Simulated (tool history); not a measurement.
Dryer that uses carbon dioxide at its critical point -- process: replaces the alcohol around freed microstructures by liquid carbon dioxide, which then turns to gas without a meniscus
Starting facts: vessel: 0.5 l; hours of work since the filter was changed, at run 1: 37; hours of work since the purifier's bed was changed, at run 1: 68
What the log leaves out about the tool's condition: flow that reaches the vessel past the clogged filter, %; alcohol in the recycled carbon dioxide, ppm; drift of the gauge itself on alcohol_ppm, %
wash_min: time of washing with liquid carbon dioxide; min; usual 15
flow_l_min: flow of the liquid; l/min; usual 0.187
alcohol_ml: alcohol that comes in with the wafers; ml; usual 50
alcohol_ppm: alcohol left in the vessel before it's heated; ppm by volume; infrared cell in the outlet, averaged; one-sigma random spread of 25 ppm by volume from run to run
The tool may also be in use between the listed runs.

run	hour	wash_min	flow_l_min	alcohol_ml	hours of work since the filter was changed	hours of work since the purifier's bed was changed	alcohol_ppm
1	0	15	0.187	50	37	68	1662
2	24.1	15	0.187	50	49	80	1718
3	65.7	15	0.187	50	70	101	1812
4	98.5	15	0.187	50	86	118	1812
5	123.4	15	0.187	93	99	130	3446
6	164.6	15	0.187	93	120	151	3498
7	210.2	15	0.187	50	143	174	1931
8	252.6	15	0.187	50	164	196	1971
9	296.3	15	0.187	32	186	218	1332
10	338.7	12	0.187	50	208	239	4472
11	357.9	12	0.187	50	218	249	4464
12	390.8	15	0.187	89	234	266	3715
13	417.7	13	0.187	50	248	279	3543
# hour 436.3: inlet filter changed
14	463.7	13	0.187	50	14	302	3059
15	490	13	0.187	50	27	315	3028
16	532.9	13	0.187	50	49	337	3177
17	556	13	0.162	50	61	349	5073
18	583.3	15	0.187	26	74	363	1046
19	614.8	15	0.187	26	90	378	1084
20	642.6	15	0.187	26	104	393	1124
21	687.3	15	0.211	50	127	415	1283
22	725.4	18	0.211	50	146	434	614
23	754.7	18	0.211	50	161	449	653
24	796.7	18	0.211	50	182	470	655
25	830.1	9	0.245	50	199	487	4659
26	856.6	9	0.245	114	213	501	10564
27	888.5	13	0.245	114	229	517	2869
28	910.6	10	0.245	28	240	528	2034
29	936.7	14	0.187	50	253	541	2881
# hour 944: inlet filter changed
30	976.1	14	0.187	50	16	561	2405

Run 31 comes next. What will it give?
31	1004	23	0.187	37	30	575	?

{"run 31": {"alcohol_ppm": 335}}
If the tool had no hidden condition, the same run with the same run-to-run variation would have returned alcohol_ppm 134 ppm by volume.
